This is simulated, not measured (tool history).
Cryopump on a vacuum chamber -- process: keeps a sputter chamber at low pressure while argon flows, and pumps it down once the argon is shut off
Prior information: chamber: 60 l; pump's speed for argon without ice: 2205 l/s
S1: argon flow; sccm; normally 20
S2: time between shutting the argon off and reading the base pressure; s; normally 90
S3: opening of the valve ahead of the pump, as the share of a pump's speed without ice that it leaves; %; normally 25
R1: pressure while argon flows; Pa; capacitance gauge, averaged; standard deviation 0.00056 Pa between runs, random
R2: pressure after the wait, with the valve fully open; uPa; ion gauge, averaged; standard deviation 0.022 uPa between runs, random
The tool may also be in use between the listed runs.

{"run": 1, "hour": 0.0, "S1": 20, "S2": 90, "S3": 25, "R1": 0.0663, "R2": 1.1}
{"run": 2, "hour": 28.0, "S1": 20, "S2": 90, "S3": 25, "R1": 0.0667, "R2": 1.15}
{"run": 3, "hour": 73.5, "S1": 20, "S2": 90, "S3": 25, "R1": 0.0664, "R2": 0.72}
{"run": 4, "hour": 107.9, "S1": 20, "S2": 90, "S3": 25, "R1": 0.0666, "R2": 0.75}
{"run": 5, "hour": 153.4, "S1": 20, "S2": 90, "S3": 25, "R1": 0.0667, "R2": 0.76}
{"run": 6, "hour": 181.4, "S1": 19, "S2": 90, "S3": 25, "R1": 0.0638, "R2": 0.76}
{"run": 7, "hour": 224.7, "S1": 19, "S2": 90, "S3": 25, "R1": 0.0644, "R2": 0.75}
{"run": 8, "hour": 271.3, "S1": 20, "S2": 90, "S3": 25, "R1": 0.0664, "R2": 0.72}
{"run": 9, "hour": 314.7, "S1": 28, "S2": 90, "S3": 25, "R1": 0.096, "R2": 0.76}
{"run": 10, "hour": 343.3, "S1": 20, "S2": 90, "S3": 25, "R1": 0.0672, "R2": 0.77}
{"run": 11, "hour": 368.2, "S1": 35, "S2": 90, "S3": 25, "R1": 0.1196, "R2": 0.75}
{"run": 12, "hour": 419.1, "S1": 35, "S2": 90, "S3": 25, "R1": 0.1086, "R2": 0.72}
{"run": 13, "hour": 471.5, "S1": 20, "S2": 90, "S3": 22, "R1": 0.0701, "R2": 0.7}
{"run": 14, "hour": 494.5, "S1": 20, "S2": 90, "S3": 22, "R1": 0.0703, "R2": 0.73}
{"run": 15, "hour": 538.7, "S1": 20, "S2": 90, "S3": 22, "R1": 0.0698, "R2": 0.76}
{"run": 16, "hour": 582.5, "S1": 20, "S2": 90, "S3": 22, "R1": 0.0699, "R2": 0.71}
{"run": 17, "hour": 615.5, "S1": 20, "S2": 90, "S3": 22, "R1": 0.0711, "R2": 0.73}
{"run": 18, "hour": 660.9, "S1": 10, "S2": 90, "S3": 18, "R1": 0.0432, "R2": 0.71}
{"run": 19, "hour": 705.1, "S1": 11, "S2": 24, "S3": 28, "R1": 0.0318, "R2": 2.22}
{"run": 20, "hour": 748.8, "S1": 15, "S2": 127, "S3": 35, "R1": 0.0339, "R2": 0.62}
{"run": 21, "hour": 784.1, "S1": 15, "S2": 127, "S3": 35, "R1": 0.0349, "R2": 0.6}
{"run": 22, "hour": 811.6, "S1": 27, "S2": 67, "S3": 34, "R1": 0.0637, "R2": 0.95}
{"run": 23, "hour": 836.3, "S1": 10, "S2": 67, "S3": 28, "R1": 0.0272, "R2": 0.93}
{"run": 24, "hour": 889.8, "S1": 20, "S2": 90, "S3": 18, "R1": 0.0881, "R2": 0.78}
{"run": 25, "hour": 940.3, "S1": 25, "S2": 90, "S3": 33, "R1": 0.062, "R2": 0.75}
{"run": 26, "hour": 991.3, "S1": 25, "S2": 90, "S3": 33, "R1": 0.0617, "R2": 0.83}
{"run": 27, "hour": 1039.7, "S1": 20, "S2": 84, "S3": 16, "R1": 0.1005, "R2": 0.85}
{"run": 28, "hour": 1088.7, "S1": 15, "S2": 277, "S3": 49, "R1": 0.0274, "R2": 0.47}
{"run": 29, "hour": 1117.0, "S1": 15, "S2": 191, "S3": 49, "R1": 0.0268, "R2": 0.53}
{"run": 30, "hour": 1148.9, "S1": 21, "S2": 191, "S3": 49, "R1": 0.038, "R2": 0.59}
{"run": 31, "hour": 1181.6, "S1": 20, "S2": 49, "S3": 17, "R1": 0.0952, "R2": 1.32}
{"run": 32, "hour": 1231.2, "S1": 20, "S2": 49, "S3": 17, "R1": 0.0947, "R2": 1.31}
{"run": 33, "hour": 1278.6, "S1": 20, "S2": 49, "S3": 17, "R1": 0.096, "R2": 1.34}
{"run": 34, "hour": 1324.5, "S1": 31, "S2": 150, "S3": 22, "R1": 0.1181, "R2": 0.73}

Missing from the log above: 2 entries noted between runs. For each, name the pair of listed runs it sits between and say how the tool's hidden condition differs from the listed run just before to the listed run just after:
Run 2 -> run 3: leaking fittings of the chamber tightened, without venting (hour 48.6)
  pump's speed, % of a pump's without ice: 78.4 -> 77.2; cold plate's temperature, K: 12.54 -> 12.57; leak into the chamber, uPa l/s: 1092 -> 315
  measured minus no-state result, R1: +0.0045 -> +0.0048 Pa; R2: +0.5 -> +0.05 uPa
Run 11 -> run 12: pump warmed up, emptied and cooled again (hour 392.3)
  pump's speed, % of a pump's without ice: 68.7 -> 98.9; cold plate's temperature, K: 12.74 -> 12.77; leak into the chamber, uPa l/s: 381 -> 391
  measured minus no-state result, R1: +0.0127 -> +0.0008 Pa; R2: +0.12 -> +0.05 uPa
